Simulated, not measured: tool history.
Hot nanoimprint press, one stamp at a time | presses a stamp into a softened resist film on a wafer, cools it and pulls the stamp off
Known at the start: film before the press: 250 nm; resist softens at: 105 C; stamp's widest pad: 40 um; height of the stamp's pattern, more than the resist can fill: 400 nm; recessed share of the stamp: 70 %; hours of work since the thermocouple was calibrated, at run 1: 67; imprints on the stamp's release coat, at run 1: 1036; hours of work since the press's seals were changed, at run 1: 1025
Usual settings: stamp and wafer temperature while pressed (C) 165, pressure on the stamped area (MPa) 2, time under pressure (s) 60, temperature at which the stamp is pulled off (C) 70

run	day	stamp and wafer temperature while pressed (C)	pressure on the stamped area (MPa)	time under pressure (s)	temperature at which the stamp is pulled off (C)	hours of work since the thermocouple was calibrated	imprints on the stamp's release coat	hours of work since the press's seals were changed	resist left under the stamp's widest pad (angstrom)	greatest force while the stamp is pulled off (N)
1	0	165	2	60	70	67	1036	1025	1200	215
2	1.042	165	2	60	70	85	1116	1043	1199	215
3	2.408	165	2	60	70	108	1221	1066	1196	217
4	4.821	165	2	60	70	149	1407	1107	1190	218
# day 6.871: press's hydraulic seals changed and the load cell set to zero
5	7.312	165	2.82	60	70	186	1574	8	960	225
# day 8.329: stamp cleaned and given a new release coat
6	9.917	165	2.82	60	70	226	122	48	960	190
7	11.733	165	2.82	60	70	257	263	79	956	193
8	12.892	165	2.82	60	70	277	352	98	953	194
9	14.275	165	2.82	60	70	300	458	122	948	198
10	15.854	176	1.43	38	62	327	580	149	1039	234
# day 16.442: plate thermocouple calibrated
11	18.05	176	1.43	38	62	27	740	184	1081	244
12	19.883	176	1.43	38	62	59	881	215	1073	249
13	21.212	176	1.43	38	62	81	984	238	1075	250
14	23.533	165	2.87	71	56	121	1163	278	916	283
15	24.867	171	2.87	99	73	144	1265	300	615	203
16	26.754	171	2.87	99	73	176	1411	332	616	206

5 ways to go on from here, each from the tool as it stands after run 16. What would each give?
A	28.383	176	3.11	99	71	204	1537	360	?	?
B	28.383	171	1.28	90	77	204	1537	360	?	?
C	28.383	171	2.33	99	73	204	1537	360	?	?
D	28.383	165	1.33	60	70	204	1537	360	?	?
E	28.383	159	2	60	70	204	1537	360	?	?

run	resist left under the stamp's widest pad (angstrom)	greatest force while the stamp is pulled off (N)
A	482	222
B	960	190
C	682	205
D	1366	223
E	1437	222
Without the tool's hidden state the same runs would have given:
run	resist left under the stamp's widest pad (angstrom)	greatest force while the stamp is pulled off (N)
A	491	191
B	990	164
C	700	177
D	1405	192
E	1476	191

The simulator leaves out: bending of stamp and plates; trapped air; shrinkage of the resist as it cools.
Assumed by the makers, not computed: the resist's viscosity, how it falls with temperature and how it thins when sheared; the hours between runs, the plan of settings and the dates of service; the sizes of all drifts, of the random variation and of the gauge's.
